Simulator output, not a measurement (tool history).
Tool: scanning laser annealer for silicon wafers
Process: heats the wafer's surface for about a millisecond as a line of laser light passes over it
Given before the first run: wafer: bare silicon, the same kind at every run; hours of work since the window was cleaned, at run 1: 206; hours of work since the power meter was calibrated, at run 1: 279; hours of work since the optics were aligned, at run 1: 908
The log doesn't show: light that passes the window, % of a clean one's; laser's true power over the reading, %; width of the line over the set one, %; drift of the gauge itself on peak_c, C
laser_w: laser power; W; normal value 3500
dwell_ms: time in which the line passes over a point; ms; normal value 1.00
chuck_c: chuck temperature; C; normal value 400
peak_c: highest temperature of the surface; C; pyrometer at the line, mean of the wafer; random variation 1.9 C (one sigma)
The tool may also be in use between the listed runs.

| run | day | laser_w | dwell_ms | chuck_c | hours of work since the window was cleaned | hours of work since the power meter was calibrated | hours of work since the optics were aligned | peak_c |
|---|---|---|---|---|---|---|---|---|
| 1 | 0.000 | 3500 | 1.00 | 400 | 206 | 279 | 908 | 1180 |
| 2 | 2.238 | 3500 | 1.00 | 400 | 234 | 306 | 935 | 1181 |
| 3 | 6.471 | 3500 | 1.00 | 400 | 285 | 358 | 987 | 1180 |
| 4 | 9.304 | 3365 | 1.00 | 400 | 320 | 393 | 1022 | 1144 |
| 5 | 12.692 | 3365 | 1.00 | 400 | 362 | 434 | 1063 | 1141 |
| 6 | 15.788 | 3365 | 1.00 | 400 | 400 | 472 | 1101 | 1141 |
|  | 17.783 | window over the wafer cleaned |
| 7 | 18.708 | 3365 | 1.00 | 400 | 11 | 507 | 1136 | 1155 |
| 8 | 20.579 | 3500 | 1.00 | 400 | 34 | 530 | 1159 | 1189 |
| 9 | 23.712 | 3500 | 1.00 | 400 | 73 | 568 | 1197 | 1185 |
| 10 | 26.596 | 3500 | 1.00 | 400 | 108 | 604 | 1233 | 1182 |
| 11 | 28.888 | 3500 | 1.00 | 400 | 136 | 632 | 1261 | 1179 |
| 12 | 30.929 | 3500 | 1.00 | 400 | 161 | 657 | 1286 | 1181 |
| 13 | 33.854 | 3500 | 1.00 | 400 | 197 | 693 | 1322 | 1177 |
| 14 | 36.892 | 3500 | 1.00 | 388 | 234 | 730 | 1359 | 1164 |
| 15 | 39.650 | 3500 | 1.00 | 368 | 268 | 764 | 1393 | 1142 |
| 16 | 43.267 | 3500 | 1.00 | 368 | 312 | 808 | 1437 | 1143 |
| 17 | 47.288 | 3179 | 1.18 | 400 | 362 | 857 | 1486 | 1152 |
| 18 | 49.179 | 3013 | 0.75 | 400 | 385 | 880 | 1509 | 963 |
| 19 | 51.333 | 3013 | 0.75 | 400 | 411 | 907 | 1536 | 962 |
|  | 52.317 | window over the wafer cleaned |
| 20 | 53.608 | 3013 | 0.75 | 400 | 16 | 934 | 1563 | 971 |
| 21 | 57.238 | 3013 | 0.75 | 400 | 60 | 978 | 1607 | 968 |
| 22 | 60.538 | 3013 | 0.75 | 400 | 101 | 1019 | 1648 | 968 |
|  | 62.333 | optics aligned, line set to its width |
| 23 | 64.167 | 3363 | 1.12 | 360 | 143 | 1061 | 22 | 1159 |
| 24 | 68.088 | 3363 | 1.08 | 360 | 191 | 1109 | 71 | 1142 |
| 25 | 69.946 | 3363 | 1.08 | 360 | 214 | 1131 | 93 | 1146 |
| 26 | 71.838 | 3414 | 0.76 | 427 | 237 | 1155 | 116 | 1097 |
| 27 | 74.683 | 3414 | 0.76 | 427 | 272 | 1190 | 151 | 1089 |
| 28 | 78.667 | 3361 | 0.76 | 390 | 320 | 1238 | 200 | 1043 |
| 29 | 80.908 | 3361 | 0.76 | 390 | 348 | 1266 | 228 | 1041 |
| 30 | 85.088 | 3500 | 1.12 | 409 | 399 | 1317 | 279 | 1234 |
|  | 87.054 | window over the wafer cleaned |
| 31 | 88.721 | 3500 | 1.12 | 409 | 20 | 1361 | 322 | 1251 |

Each row is a separate what-if for the run after 31, all from the same tool condition, not one after another. Results?
| A | 91.688 | 3046 | 1.09 | 388 | 57 | 1397 | 359 | ? |
| B | 91.688 | 3846 | 0.77 | 364 | 57 | 1397 | 359 | ? |
| C | 91.688 | 3183 | 1.12 | 409 | 57 | 1397 | 359 | ? |
| D | 91.688 | 3196 | 1.07 | 428 | 57 | 1397 | 359 | ? |

| run | peak_c |
|---|---|
| A | 1096 |
| B | 1139 |
| C | 1163 |
| D | 1169 |
Without the tool's hidden state the same runs would have given:
| run | peak_c |
|---|---|
| A | 1105 |
| B | 1150 |
| C | 1173 |
| D | 1180 |
